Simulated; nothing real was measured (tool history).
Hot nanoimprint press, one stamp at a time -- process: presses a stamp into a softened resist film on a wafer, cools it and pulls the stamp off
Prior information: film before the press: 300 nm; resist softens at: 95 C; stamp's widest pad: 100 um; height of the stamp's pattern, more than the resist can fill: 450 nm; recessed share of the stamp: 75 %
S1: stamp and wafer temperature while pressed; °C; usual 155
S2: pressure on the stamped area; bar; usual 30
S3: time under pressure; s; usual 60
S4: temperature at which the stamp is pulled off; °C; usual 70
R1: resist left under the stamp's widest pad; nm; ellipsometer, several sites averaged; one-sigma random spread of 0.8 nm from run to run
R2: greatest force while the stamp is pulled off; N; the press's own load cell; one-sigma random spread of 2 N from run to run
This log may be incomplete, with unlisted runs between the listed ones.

{"run": 1, "hour": 0.0, "S1": 155, "S2": 30, "S3": 60, "S4": 70, "R1": 183.3, "R2": 201}
{"run": 2, "hour": 12.4, "S1": 157, "S2": 30, "S3": 60, "S4": 70, "R1": 167.5, "R2": 203}
{"run": 3, "hour": 24.6, "S1": 157, "S2": 30, "S3": 60, "S4": 70, "R1": 167, "R2": 202}
{"run": 4, "hour": 34.7, "S1": 157, "S2": 30, "S3": 60, "S4": 70, "R1": 170.2, "R2": 208}
{"run": 5, "hour": 44.7, "S1": 157, "S2": 30, "S3": 60, "S4": 70, "R1": 167.7, "R2": 209}
{"run": 6, "hour": 54.0, "S1": 157, "S2": 30, "S3": 60, "S4": 70, "R1": 169, "R2": 205}
{"run": 7, "hour": 64.7, "S1": 157, "S2": 30, "S3": 60, "S4": 70, "R1": 168.9, "R2": 209}
{"run": 8, "hour": 75.8, "S1": 152, "S2": 30, "S3": 60, "S4": 70, "R1": 209.4, "R2": 217}
{"run": 9, "hour": 81.8, "S1": 152, "S2": 30, "S3": 60, "S4": 70, "R1": 209.2, "R2": 216}
{"run": 10, "hour": 89.1, "S1": 159, "S2": 30, "S3": 60, "S4": 70, "R1": 154.8, "R2": 218}
{"run": 11, "hour": 98.7, "S1": 159, "S2": 30, "S3": 60, "S4": 70, "R1": 153.5, "R2": 218}
{"run": 12, "hour": 105.3, "S1": 159, "S2": 30, "S3": 60, "S4": 70, "R1": 155.1, "R2": 219}
{"run": 13, "hour": 116.1, "S1": 159, "S2": 30, "S3": 60, "S4": 70, "R1": 154.9, "R2": 217}
{"run": 14, "hour": 124.7, "S1": 155, "S2": 30, "S3": 60, "S4": 77, "R1": 185.3, "R2": 177}
{"hour": 136.2, "done": "stamp cleaned and given a new release coat"}
{"run": 15, "hour": 142.1, "S1": 155, "S2": 30, "S3": 60, "S4": 60, "R1": 185.8, "R2": 251}
{"run": 16, "hour": 150.1, "S1": 155, "S2": 30, "S3": 60, "S4": 72, "R1": 186.4, "R2": 184}
{"run": 17, "hour": 160.5, "S1": 152, "S2": 33.3, "S3": 118, "S4": 66, "R1": 167.1, "R2": 219}
{"run": 18, "hour": 172.0, "S1": 152, "S2": 33.3, "S3": 118, "S4": 66, "R1": 166.6, "R2": 220}
{"run": 19, "hour": 180.2, "S1": 152, "S2": 32.8, "S3": 55, "S4": 66, "R1": 208, "R2": 217}
{"run": 20, "hour": 189.2, "S1": 166, "S2": 39.4, "S3": 93, "S4": 63, "R1": 81.4, "R2": 236}
{"run": 21, "hour": 197.5, "S1": 166, "S2": 39.4, "S3": 93, "S4": 63, "R1": 82.2, "R2": 240}
{"run": 22, "hour": 209.6, "S1": 166, "S2": 39.4, "S3": 93, "S4": 63, "R1": 81.8, "R2": 246}
{"run": 23, "hour": 218.3, "S1": 158, "S2": 30, "S3": 31, "S4": 61, "R1": 197.1, "R2": 255}
{"run": 24, "hour": 226.0, "S1": 152, "S2": 25.5, "S3": 31, "S4": 61, "R1": 252, "R2": 261}
{"run": 25, "hour": 232.4, "S1": 152, "S2": 29, "S3": 63, "S4": 68, "R1": 211, "R2": 220}
{"run": 26, "hour": 242.7, "S1": 152, "S2": 29, "S3": 63, "S4": 68, "R1": 212.4, "R2": 218}
{"run": 27, "hour": 250.3, "S1": 152, "S2": 19.9, "S3": 37, "S4": 58, "R1": 258.9, "R2": 280}
{"run": 28, "hour": 258.7, "S1": 152, "S2": 19.9, "S3": 37, "S4": 58, "R1": 258, "R2": 284}
{"run": 29, "hour": 265.6, "S1": 153, "S2": 19.9, "S3": 34, "S4": 71, "R1": 257.1, "R2": 205}

Below are 4 alternative next runs, each starting from the tool's condition after run 29. Predict each:
{"run": "A", "hour": 276.7, "S1": 153, "S2": 46.8, "S3": 49, "S4": 58, "R1": "?", "R2": "?"}
{"run": "B", "hour": 276.7, "S1": 145, "S2": 19.9, "S3": 34, "S4": 71, "R1": "?", "R2": "?"}
{"run": "C", "hour": 276.7, "S1": 153, "S2": 42.1, "S3": 56, "S4": 71, "R1": "?", "R2": "?"}
{"run": "D", "hour": 276.7, "S1": 153, "S2": 44.3, "S3": 34, "S4": 62, "R1": "?", "R2": "?"}

run=A R1=180.6 R2=285
run=B R1=287.1 R2=207
run=C R1=181 R2=210
run=D R1=202.5 R2=264
Take away the tool's hidden state, keep each run's random variation, and the runs would have read:
run=A R1=168.2 R2=250
run=B R1=283.8 R2=180
run=C R1=168.9 R2=182
run=D R1=190.3 R2=231
